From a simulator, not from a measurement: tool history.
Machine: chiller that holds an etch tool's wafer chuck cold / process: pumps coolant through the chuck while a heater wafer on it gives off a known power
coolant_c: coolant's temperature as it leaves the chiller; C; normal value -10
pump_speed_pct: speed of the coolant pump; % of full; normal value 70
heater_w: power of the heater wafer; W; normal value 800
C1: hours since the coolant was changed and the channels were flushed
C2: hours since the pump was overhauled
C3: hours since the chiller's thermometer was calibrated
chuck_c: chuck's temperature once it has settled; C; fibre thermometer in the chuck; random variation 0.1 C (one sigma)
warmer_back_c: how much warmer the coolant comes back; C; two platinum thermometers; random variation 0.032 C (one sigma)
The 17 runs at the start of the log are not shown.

run 18 day=104.812 | coolant_c=-10 pump_speed_pct=72 heater_w=800 | C1=1509 C2=10286 C3=1879 | chuck_c=-1.3 warmer_back_c=4.66
run 19 day=108.367 | coolant_c=-18 pump_speed_pct=73 heater_w=800 | C1=1594 C2=10372 C3=1965 | chuck_c=-9.4 warmer_back_c=4.57
run 20 day=112.717 | coolant_c=-18 pump_speed_pct=79 heater_w=1184 | C1=1699 C2=10476 C3=2069 | chuck_c=-5.9 warmer_back_c=6.24
run 21 day=116.771 | coolant_c=-1 pump_speed_pct=76 heater_w=800 | C1=1796 C2=10573 C3=2166 | chuck_c=7.6 warmer_back_c=4.43
run 22 day=121.842 | coolant_c=-1 pump_speed_pct=76 heater_w=800 | C1=1918 C2=10695 C3=2288 | chuck_c=7.5 warmer_back_c=4.50
run 23 day=125.325 | coolant_c=0 pump_speed_pct=70 heater_w=800 | C1=2002 C2=10779 C3=2372 | chuck_c=9.1 warmer_back_c=4.85
run 24 day=133.396 | coolant_c=-15 pump_speed_pct=70 heater_w=561 | C1=2195 C2=10972 C3=2566 | chuck_c=-8.6 warmer_back_c=3.43
run 25 day=137.950 | coolant_c=-10 pump_speed_pct=87 heater_w=416 | C1=2305 C2=11082 C3=2675 | chuck_c=-5.9 warmer_back_c=2.06
run 26 day=146.325 | coolant_c=-8 pump_speed_pct=99 heater_w=800 | C1=2505 C2=11283 C3=2876 | chuck_c=-0.6 warmer_back_c=3.45
run 27 day=151.408 | coolant_c=-11 pump_speed_pct=80 heater_w=807 | C1=2628 C2=11405 C3=2998 | chuck_c=-2.6 warmer_back_c=4.30
run 28 day=159.512 | coolant_c=-4 pump_speed_pct=78 heater_w=645 | C1=2822 C2=11599 C3=3192 | chuck_c=3.1 warmer_back_c=3.52
run 29 day=163.942 | coolant_c=-4 pump_speed_pct=78 heater_w=645 | C1=2928 C2=11706 C3=3299 | chuck_c=3.1 warmer_back_c=3.55
run 30 day=171.396 | coolant_c=-8 pump_speed_pct=73 heater_w=932 | C1=3107 C2=11884 C3=3478 | chuck_c=2.3 warmer_back_c=5.52
run 31 day=176.942 | coolant_c=-18 pump_speed_pct=70 heater_w=800 | C1=3240 C2=12018 C3=3611 | chuck_c=-8.4 warmer_back_c=5.02
run 32 day=182.629 | coolant_c=-18 pump_speed_pct=70 heater_w=800 | C1=3377 C2=12154 C3=3747 | chuck_c=-8.4 warmer_back_c=5.01
run 33 day=186.308 | coolant_c=-8 pump_speed_pct=78 heater_w=909 | C1=3465 C2=12242 C3=3835 | chuck_c=2.0 warmer_back_c=5.08

Consider 3 possible next runs. They are alternatives, not a sequence: every one starts from the tool as it was left by run 33. What does each give?
run A day=190.696 | coolant_c=-10 pump_speed_pct=73 heater_w=800 | C1=3570 C2=12348 C3=3941 | chuck_c=? warmer_back_c=?
run B day=190.696 | coolant_c=-6 pump_speed_pct=74 heater_w=586 | C1=3570 C2=12348 C3=3941 | chuck_c=? warmer_back_c=?
run C day=190.696 | coolant_c=-2 pump_speed_pct=68 heater_w=1161 | C1=3570 C2=12348 C3=3941 | chuck_c=? warmer_back_c=?

run=A chuck_c=-0.7 warmer_back_c=4.72
run=B chuck_c=0.7 warmer_back_c=3.48
run=C chuck_c=11.8 warmer_back_c=7.51
With the hidden condition removed and each run's random variation left untouched, the same runs would have given:
run=A chuck_c=-2.6 warmer_back_c=3.75
run=B chuck_c=-0.8 warmer_back_c=2.78
run=C chuck_c=9.1 warmer_back_c=5.99
